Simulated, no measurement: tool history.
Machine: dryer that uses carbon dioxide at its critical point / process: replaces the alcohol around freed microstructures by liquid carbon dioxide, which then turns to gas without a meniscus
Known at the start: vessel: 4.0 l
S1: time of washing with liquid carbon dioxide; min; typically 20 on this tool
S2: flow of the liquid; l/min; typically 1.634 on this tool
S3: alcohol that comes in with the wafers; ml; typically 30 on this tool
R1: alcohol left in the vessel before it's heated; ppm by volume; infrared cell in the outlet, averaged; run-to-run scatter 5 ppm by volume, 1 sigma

Run 1, hour 0.0: usual settings. Result: R1 72 ppm by volume.
At hour 30.4: inlet filter changed.
Run 2, hour 44.4: usual settings. Result: R1 74 ppm by volume.
Run 3, hour 67.2: usual settings. Result: R1 66 ppm by volume.
Run 4, hour 107.0: usual settings but S1 32 min. Result: R1 41 ppm by volume.
Run 5, hour 135.9: usual settings but S3 27 ml. Result: R1 72 ppm by volume.
Run 6, hour 179.7: usual settings but S2 1.470 l/min, S3 27 ml. Result: R1 89 ppm by volume.
Run 7, hour 215.5: usual settings but S2 1.980 l/min, S3 27 ml. Result: R1 50 ppm by volume.
Run 8, hour 249.9: usual settings. Result: R1 76 ppm by volume.
Run 9, hour 288.2: usual settings. Result: R1 90 ppm by volume.
At hour 328.2: inlet filter changed.
Run 10, hour 328.2: usual settings. Result: R1 72 ppm by volume.
Run 11, hour 363.6: usual settings. Result: R1 65 ppm by volume.
Run 12, hour 410.2: usual settings. Result: R1 76 ppm by volume.
Run 13, hour 464.3: usual settings but S1 12 min, S2 1.990 l/min. Result: R1 190 ppm by volume.
Run 14, hour 512.7: usual settings but S1 15 min, S2 1.300 l/min, S3 55 ml. Result: R1 528 ppm by volume.
Run 15, hour 564.9: usual settings but S1 14 min, S2 1.300 l/min, S3 41 ml. Result: R1 547 ppm by volume.
Run 16, hour 588.5: usual settings but S1 18 min, S2 2.340 l/min, S3 79 ml. Result: R1 80 ppm by volume.
At hour 627.3: inlet filter changed.
Run 17, hour 636.1: usual settings but S1 16 min, S2 1.170 l/min, S3 120 ml. Result: R1 1033 ppm by volume.
Run 18, hour 662.0: usual settings but S1 16 min, S2 1.170 l/min, S3 120 ml. Result: R1 1057 ppm by volume.
Run 19, hour 703.6: usual settings but S2 1.360 l/min, S3 22 ml. Result: R1 105 ppm by volume.
Run 20, hour 730.4: usual settings but S1 27 min, S2 1.070 l/min, S3 52 ml. Result: R1 147 ppm by volume.
Run 21, hour 774.4: usual settings but S3 45 ml. Result: R1 111 ppm by volume.
Run 22, hour 803.4: usual settings but S3 45 ml. Result: R1 108 ppm by volume.
Run 23, hour 848.2: usual settings but S3 45 ml. Result: R1 113 ppm by volume.

Predict each of these 3 candidate next runs independently; none follows another, all start after run 23:
At hour 891.3: purifier's bed changed.
Run A, hour 901.1: usual settings but S2 1.040 l/min, S3 79 ml. Result: R1 ?.
At hour 891.3: purifier's bed changed.
Run B, hour 901.1: usual settings but S2 2.150 l/min. Result: R1 ?.
At hour 891.3: purifier's bed changed.
Run C, hour 901.1: usual settings but S3 50 ml. Result: R1 ?.

run   R1
  A  637
  B    7
  C   59
Take away the tool's hidden state, keep each run's random variation, and the runs would have read:
run   R1
  A  440
  B    3
  C   33

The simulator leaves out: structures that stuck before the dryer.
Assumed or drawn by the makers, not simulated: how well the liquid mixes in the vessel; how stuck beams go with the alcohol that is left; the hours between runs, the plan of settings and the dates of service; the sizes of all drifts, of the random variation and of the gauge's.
